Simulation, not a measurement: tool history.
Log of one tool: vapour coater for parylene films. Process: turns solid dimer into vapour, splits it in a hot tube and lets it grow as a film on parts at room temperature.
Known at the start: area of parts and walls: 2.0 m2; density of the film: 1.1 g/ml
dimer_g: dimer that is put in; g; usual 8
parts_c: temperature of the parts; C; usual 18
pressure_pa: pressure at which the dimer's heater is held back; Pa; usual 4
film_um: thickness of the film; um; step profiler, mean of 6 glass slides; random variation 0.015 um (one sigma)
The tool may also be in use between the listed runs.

run   hour  dimer_g  parts_c  pressure_pa  film_um
  1      0        8       18            4     2.07
  2   13.3        8       18         6.79     1.95
  3   24.2        8       18            4     2.08
  4   40.5        8       13            4      2.4
  5   62.7        4       13            4      1.2
  6   83.1        8       13            4     2.43
  7    103        8       18            4     2.06
  8  121.5        8       18            4     2.07
  9  138.2        8       18            4     2.08
 10  153.4        8       18            4     2.07
 11    176        8       18            4     2.06
 12  195.1        8       18            4     2.07
 13  215.3        8       18         5.54     1.97
     217.7  -- table's thermometer calibrated
 14    226        8       18         2.09     2.18
 15  242.9        6       18         2.09     1.63
 16  259.1        9       24         3.27     1.95
     264.9  -- table's thermometer calibrated, once more
 17  278.5        9       24         3.27      1.9
 18  290.3        9       13         3.27     2.68
 19  310.5        8       12         7.89     2.25
 20  330.2       11       12         7.18     3.14
 21  348.5       11       12         7.18      3.1
 22  358.3       11       11         7.18     3.19
 23    378        9       18            7     2.12
 24  394.8       12       22         2.81     2.73
 25  409.5       12       22         2.81     2.69
 26  424.3        9       18         9.13     2.08
 27    438       10       14         9.26     2.57
 28  448.2       10       14         9.26     2.59
 29    470       14       18         3.28     3.54

Forecast each of these 4 alternatives for the next run:
  A  483.2       10       18            4        ?
  B  483.2        3       21         2.35        ?
  C  483.2        4       21          2.6        ?
  D  483.2        9       27         3.28        ?

run  film_um
  A     2.45
  B     0.73
  C     0.93
  D     1.68
Without the tool's hidden state the same runs would have given:
run  film_um
  A     2.67
  B     0.79
  C     1.01
  D     1.83
